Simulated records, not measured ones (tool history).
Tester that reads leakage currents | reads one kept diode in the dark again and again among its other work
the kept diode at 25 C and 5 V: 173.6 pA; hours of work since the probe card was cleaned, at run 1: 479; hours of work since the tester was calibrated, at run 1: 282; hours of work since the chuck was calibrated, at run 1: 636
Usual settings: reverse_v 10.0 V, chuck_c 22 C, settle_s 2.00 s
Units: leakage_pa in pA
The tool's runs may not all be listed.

| run | day | reverse_v | chuck_c | settle_s | hours of work since the probe card was cleaned | hours of work since the tester was calibrated | hours of work since the chuck was calibrated | leakage_pa |
|---|---|---|---|---|---|---|---|---|
| 1 | 0.000 | 10.0 | 22 | 2.00 | 479 | 282 | 636 | 194.07 |
| 2 | 1.708 | 10.0 | 36 | 2.00 | 504 | 307 | 662 | 579.96 |
| 3 | 2.512 | 10.0 | 36 | 2.00 | 517 | 319 | 674 | 581.98 |
| 4 | 4.229 | 10.0 | 36 | 2.00 | 542 | 345 | 700 | 584.37 |
| 5 | 5.554 | 10.0 | 36 | 2.00 | 562 | 365 | 720 | 587.66 |
| 6 | 6.529 | 10.0 | 43 | 2.00 | 577 | 380 | 735 | 995.68 |
| 7 | 7.433 | 10.0 | 43 | 2.00 | 590 | 393 | 748 | 994.96 |
| 8 | 8.546 | 12.2 | 22 | 2.00 | 607 | 410 | 765 | 215.65 |
| 9 | 10.408 | 12.2 | 22 | 2.00 | 635 | 438 | 793 | 216.74 |
| 10 | 11.771 | 1.5 | 33 | 1.16 | 656 | 459 | 813 | 247.23 |

Forecast each of these 3 alternatives for the next run:
| A | 13.312 | 1.5 | 31 | 1.16 | 679 | 482 | 836 | ? |
| B | 13.312 | 10.0 | 35 | 6.28 | 679 | 482 | 836 | ? |
| C | 13.312 | 1.5 | 33 | 0.38 | 679 | 482 | 836 | ? |

| run | leakage_pa |
|---|---|
| A | 212.57 |
| B | 552.36 |
| C | 250.88 |
Without the tool's hidden state the same runs would have given:
| run | leakage_pa |
|---|---|
| A | 190.67 |
| B | 489.64 |
| C | 225.66 |

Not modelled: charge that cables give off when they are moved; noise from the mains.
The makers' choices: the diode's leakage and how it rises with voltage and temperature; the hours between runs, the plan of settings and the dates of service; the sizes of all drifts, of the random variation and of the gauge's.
